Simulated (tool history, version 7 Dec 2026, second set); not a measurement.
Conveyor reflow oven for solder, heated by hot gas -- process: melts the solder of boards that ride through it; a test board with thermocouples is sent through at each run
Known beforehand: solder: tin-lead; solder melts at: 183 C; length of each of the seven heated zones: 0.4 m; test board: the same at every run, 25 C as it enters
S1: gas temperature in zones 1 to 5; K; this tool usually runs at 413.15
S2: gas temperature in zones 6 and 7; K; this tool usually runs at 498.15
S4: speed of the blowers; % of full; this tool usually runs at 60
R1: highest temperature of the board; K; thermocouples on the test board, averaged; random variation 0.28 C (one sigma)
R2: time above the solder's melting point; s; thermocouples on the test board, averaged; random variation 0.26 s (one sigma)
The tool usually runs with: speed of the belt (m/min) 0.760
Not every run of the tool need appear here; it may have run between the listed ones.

Run 1, hour 0.0: usual settings. Result: R1 478.95 K, R2 38.2 s.
Run 2, hour 12.0: usual settings but speed of the belt (m/min) 0.865. Result: R1 474.25 K, R2 28.4 s.
Run 3, hour 26.8: usual settings but speed of the belt (m/min) 0.865. Result: R1 474.25 K, R2 28.1 s.
Run 4, hour 37.3: usual settings but S4 56 % of full. Result: R1 476.85 K, R2 36.3 s.
Run 5, hour 43.8: usual settings but S1 412.15 K, S4 56 % of full. Result: R1 477.25 K, R2 35.9 s.
Run 6, hour 53.3: usual settings. Result: R1 478.75 K, R2 38.1 s.
Run 7, hour 62.0: usual settings but S4 55 % of full. Result: R1 476.25 K, R2 35.8 s.
Run 8, hour 73.5: usual settings. Result: R1 478.45 K, R2 38.2 s.
Run 9, hour 84.9: usual settings. Result: R1 477.45 K, R2 38.1 s.
Run 10, hour 99.5: usual settings but S4 86 % of full. Result: R1 484.25 K, R2 44.3 s.
Run 11, hour 113.2: usual settings but S4 86 % of full. Result: R1 483.95 K, R2 45.1 s.
Run 12, hour 121.4: usual settings but S4 86 % of full. Result: R1 484.65 K, R2 44.5 s.
Run 13, hour 133.7: usual settings but S1 417.15 K, S2 508.15 K, speed of the belt (m/min) 0.671, S4 88 % of full. Result: R1 497.15 K, R2 60.9 s.
Run 14, hour 142.7: usual settings but S1 423.15 K, S2 494.15 K, speed of the belt (m/min) 0.908, S4 56 % of full. Result: R1 470.15 K, R2 24.3 s.
Run 15, hour 152.6: usual settings but S2 495.15 K, speed of the belt (m/min) 0.749, S4 62 % of full. Result: R1 476.45 K, R2 37.2 s.
Run 16, hour 162.6: usual settings but S2 495.15 K, speed of the belt (m/min) 0.809, S4 62 % of full. Result: R1 473.75 K, R2 30.6 s.
Run 17, hour 172.6: usual settings but S1 426.15 K, speed of the belt (m/min) 0.743. Result: R1 481.55 K, R2 46.7 s.

Run by run, hidden condition taken away, random variation retained:
Hidden conditions of the tool in this case: heat that the gas passes to the board, % of a clean oven's; belt's true speed, % of the reading; true gas temperature in zones 6 and 7 over the reading, C; drift of the gauge itself on peak_c, C; drift of the gauge itself on liquid_s, %.
run      R1    R2
  1  480.55  39.7
  2  475.95  30.1
  3  476.05  29.8
  4  478.55  38.0
  5  478.95  37.6
  6  480.55  39.9
  7  478.05  37.6
  8  480.45  40.1
  9  479.45  40.1
 10  486.65  46.0
 11  486.35  46.9
 12  487.15  46.3
 13  499.65  61.9
 14  472.35  27.0
 15  478.85  39.7
 16  476.25  33.3
 17  483.85  48.6
